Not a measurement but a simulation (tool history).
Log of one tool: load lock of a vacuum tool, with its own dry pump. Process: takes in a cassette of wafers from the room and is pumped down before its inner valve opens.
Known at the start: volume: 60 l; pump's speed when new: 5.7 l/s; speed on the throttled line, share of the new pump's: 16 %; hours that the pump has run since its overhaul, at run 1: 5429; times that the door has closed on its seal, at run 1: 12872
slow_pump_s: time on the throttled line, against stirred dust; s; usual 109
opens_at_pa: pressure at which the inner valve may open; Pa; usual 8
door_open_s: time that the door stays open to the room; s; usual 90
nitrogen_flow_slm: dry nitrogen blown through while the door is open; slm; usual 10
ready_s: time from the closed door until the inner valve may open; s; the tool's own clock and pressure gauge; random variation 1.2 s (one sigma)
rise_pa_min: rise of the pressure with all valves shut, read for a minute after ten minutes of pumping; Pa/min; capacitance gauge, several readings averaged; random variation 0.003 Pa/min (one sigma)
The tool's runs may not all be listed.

run    hour  slow_pump_s  opens_at_pa  door_open_s  nitrogen_flow_slm  hours that the pump has run since its overhaul  times that the door has closed on its seal  incoming humidity of the room's air, %  ready_s  rise_pa_min
  1       0          109            8           90                 10                                            5429                                       12872                                    44.7    200.5        0.169
  2   310.9          109            8           90                 10                                            5740                                       14354                                    44.1      200        0.184
  3     550          109            8           90                 10                                            5979                                       15493                                    46.9    201.2        0.204
  4   808.5          109            8           90                 10                                            6238                                       16726                                    42.9      201        0.214
  5  1056.8          109            8           90                 10                                            6486                                       17909                                    44.7    200.6        0.241
  6  1339.5          109           12           90                 10                                            6769                                       19256                                    44.8    195.1        0.257
  7  1660.6          116            8           90                 10                                            7090                                       20787                                    47.4    208.9        0.287
  8  1917.1          116            8           90                 10                                            7346                                       22009                                      46    207.4        0.315
  9  2166.5          116            8           90                 10                                            7596                                       23198                                    46.7    207.8        0.326
 10  2503.8          109            8           70                 10                                            7933                                       24806                                    44.8    200.8         0.35
 11  2781.6          109            8           50                 10                                            8211                                       26130                                      44    204.3        0.369
 12  3041.2          109            8           50                 10                                            8470                                       27367                                    42.4    201.6        0.396
 13  3362.9          109            8           50                 10                                            8792                                       28900                                    43.9    204.6        0.439
 14  3656.1          109            8           50                  7                                            9085                                       30297                                    45.9    203.1        0.476
 15  3854.4          109            8           50                  7                                            9284                                       31243                                    41.9    204.8        0.498
 16  4111.3          109            8           90                 10                                            9540                                       32467                                    47.3    202.7        0.532
 17  4335.6          109            8           90                 10                                            9765                                       33536                                    43.3    202.3        0.556
 18  4673.2          109            8           90                 10                                           10102                                       35146                                    46.8    206.6          0.6
 19  4933.1          109            8           90                  7                                           10362                                       36384                                    43.9    206.6        0.647
     5168.1  -- door's seal changed, seat wiped
 20  5213.6          109            8           90                  7                                           10641                                         217                                    45.5    205.7        0.055
 21  5360.5          109            8          151                 24                                           10788                                         917                                    45.6      206        0.058
 22  5615.8          109            8          151                 24                                           11043                                        2134                                      49    205.6        0.065
 23  5870.6          109            8          151                 24                                           11298                                        3348                                    44.8    206.1        0.067
 24  6047.7          109            7           46                 24                                           11475                                        4192                                    42.3    208.6        0.048
 25  6261.6           55            7          118                 24                                           11689                                        5212                                    47.6    163.6        0.083
 26  6494.8           55            7          118                 24                                           11922                                        6323                                    48.1    163.7        0.097
     6589.6  -- dry pump taken out, an overhauled one fitted
 27  6789.6           55            7          118                 24                                             200                                        7700                                    46.4    149.5        0.099
 28  6936.3           55            7          118                 24                                             347                                        8399                                    44.4    151.2        0.109
 29  7152.1           55            7          118                 24                                             563                                        9428                                    42.7    150.1         0.12
 30    7382           55            7           83                  5                                             792                                       10523                                    44.8    151.5        0.142
 31  7548.1          151            7          130                  5                                             959                                       11315                                    44.2    233.4        0.172
 32    7790          151            9          168                  5                                            1200                                       12468                                    45.5    227.2          0.2
 33  7936.7          109            8           35                 38                                            1347                                       13167                                    45.8    195.2         0.13

5 ways to go on from here, each from the tool as it stands after run 33. What would each give?
  A  8163.9          109           11          167                 17                                            1574                                       14250                                    46.4        ?            ?
  B  8163.9           88           10           90                 18                                            1574                                       14250                                    39.9        ?            ?
  C  8163.9          151            8          178                 11                                            1574                                       14250                                    43.7        ?            ?
  D  8163.9          127            8           90                  6                                            1574                                       14250                                    42.5        ?            ?
  E  8163.9          109           14           40                 38                                            1574                                       14250                                    41.2        ?            ?

run  ready_s  rise_pa_min
  A    190.1        0.213
  B    176.8        0.178
  C    229.9        0.204
  D    212.6        0.189
  E    188.9        0.153
Without the tool's hidden state the same runs would have given:
run  ready_s  rise_pa_min
  A    187.9        0.075
  B    174.4        0.041
  C    227.8        0.068
  D    210.4        0.052
  E    186.6        0.014

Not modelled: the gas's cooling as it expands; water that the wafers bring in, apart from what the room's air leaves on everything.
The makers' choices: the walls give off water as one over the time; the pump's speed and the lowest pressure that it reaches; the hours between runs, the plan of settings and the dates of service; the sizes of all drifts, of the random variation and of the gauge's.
